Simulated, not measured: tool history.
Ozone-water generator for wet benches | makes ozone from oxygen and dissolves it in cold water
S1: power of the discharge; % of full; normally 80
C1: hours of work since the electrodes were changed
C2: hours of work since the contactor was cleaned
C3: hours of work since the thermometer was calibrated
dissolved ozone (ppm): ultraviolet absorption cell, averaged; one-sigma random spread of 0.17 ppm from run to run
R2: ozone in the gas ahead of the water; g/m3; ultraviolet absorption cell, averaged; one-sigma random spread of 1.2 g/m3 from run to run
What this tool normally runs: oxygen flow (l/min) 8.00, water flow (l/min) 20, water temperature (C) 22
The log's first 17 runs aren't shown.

Run 18, hour 1576.1: usual settings but S1 78 % of full, oxygen flow (l/min) 4.35, water temperature (C) 26; C1 4876; C2 3505; C3 3780. Result: dissolved ozone (ppm) 22.2, R2 277.9 g/m3.
Run 19, hour 1628.3: usual settings but oxygen flow (l/min) 4.13; C1 4916; C2 3546; C3 3820. Result: dissolved ozone (ppm) 24.1, R2 289.5 g/m3.
Run 20, hour 1724.3: usual settings but oxygen flow (l/min) 4.13; C1 4990; C2 3619; C3 3894. Result: dissolved ozone (ppm) 23.9, R2 292.2 g/m3.
Run 21, hour 1839.4: usual settings but S1 45 % of full, oxygen flow (l/min) 5.84, water flow (l/min) 19; C1 5078; C2 3708; C3 3982. Result: dissolved ozone (ppm) 16.9, R2 163.3 g/m3.
Run 22, hour 1943.6: usual settings but S1 71 % of full, oxygen flow (l/min) 5.84, water flow (l/min) 19, water temperature (C) 15; C1 5159; C2 3788; C3 4062. Result: dissolved ozone (ppm) 26.2, R2 224.2 g/m3.
Run 23, hour 2035.3: usual settings but S1 71 % of full, oxygen flow (l/min) 5.84, water flow (l/min) 19, water temperature (C) 15; C1 5229; C2 3858; C3 4133. Result: dissolved ozone (ppm) 25.6, R2 223.0 g/m3.
Run 24, hour 2159.5: usual settings but S1 71 % of full, oxygen flow (l/min) 5.84, water flow (l/min) 19, water temperature (C) 15; C1 5324; C2 3954; C3 4228. Result: dissolved ozone (ppm) 26.1, R2 224.2 g/m3.
Run 25, hour 2276.1: usual settings but S1 83 % of full, water temperature (C) 23; C1 5414; C2 4043; C3 4318. Result: dissolved ozone (ppm) 24.0, R2 211.2 g/m3.
Run 26, hour 2343.2: usual settings but S1 59 % of full, water flow (l/min) 16, water temperature (C) 23; C1 5466; C2 4095; C3 4370. Result: dissolved ozone (ppm) 22.3, R2 166.7 g/m3.
Run 27, hour 2451.3: usual settings but S1 59 % of full, water flow (l/min) 16, water temperature (C) 23; C1 5549; C2 4178; C3 4453. Result: dissolved ozone (ppm) 21.9, R2 166.4 g/m3.
Run 28, hour 2550.4: usual settings but S1 55 % of full, water flow (l/min) 22, water temperature (C) 17; C1 5625; C2 4254; C3 4529. Result: dissolved ozone (ppm) 18.2, R2 159.1 g/m3.
Run 29, hour 2628.3: usual settings but S1 55 % of full, water flow (l/min) 22, water temperature (C) 17; C1 5685; C2 4314; C3 4589. Result: dissolved ozone (ppm) 18.5, R2 159.8 g/m3.
Run 30, hour 2707.1: usual settings but S1 85 % of full, oxygen flow (l/min) 4.15, water flow (l/min) 28, water temperature (C) 18; C1 5745; C2 4374; C3 4649. Result: dissolved ozone (ppm) 18.3, R2 300.6 g/m3.
Run 31, hour 2773.1: usual settings but S1 92 % of full, oxygen flow (l/min) 9.05, water flow (l/min) 21, water temperature (C) 23; C1 5796; C2 4425; C3 4700. Result: dissolved ozone (ppm) 24.2, R2 212.8 g/m3.
Run 32, hour 2856.7: usual settings but S1 74 % of full, oxygen flow (l/min) 4.40, water flow (l/min) 14, water temperature (C) 29; C1 5860; C2 4489; C3 4764. Result: dissolved ozone (ppm) 27.4, R2 265.9 g/m3.

Alternative continuations, all from the tool just after run 32; predict every row:
Run A, hour 2945.2: usual settings but S1 56 % of full, oxygen flow (l/min) 4.40, water flow (l/min) 14, water temperature (C) 15; C1 5928; C2 4557; C3 4832. Result: dissolved ozone (ppm) ?, R2 ?.
Run B, hour 2945.2: usual settings but S1 74 % of full, oxygen flow (l/min) 4.40, water flow (l/min) 14, water temperature (C) 21; C1 5928; C2 4557; C3 4832. Result: dissolved ozone (ppm) ?, R2 ?.
Run C, hour 2945.2: usual settings but S1 94 % of full, water temperature (C) 30; C1 5928; C2 4557; C3 4832. Result: dissolved ozone (ppm) ?, R2 ?.

run  dissolved ozone (ppm)     R2
  A                   29.0  217.8
  B                   31.4  265.7
  C                   22.5  232.2
With the hidden condition removed and each run's random variation left untouched, the same runs would have given:
run  dissolved ozone (ppm)     R2
  A                   29.1  218.3
  B                   31.5  266.4
  C                   22.6  232.9
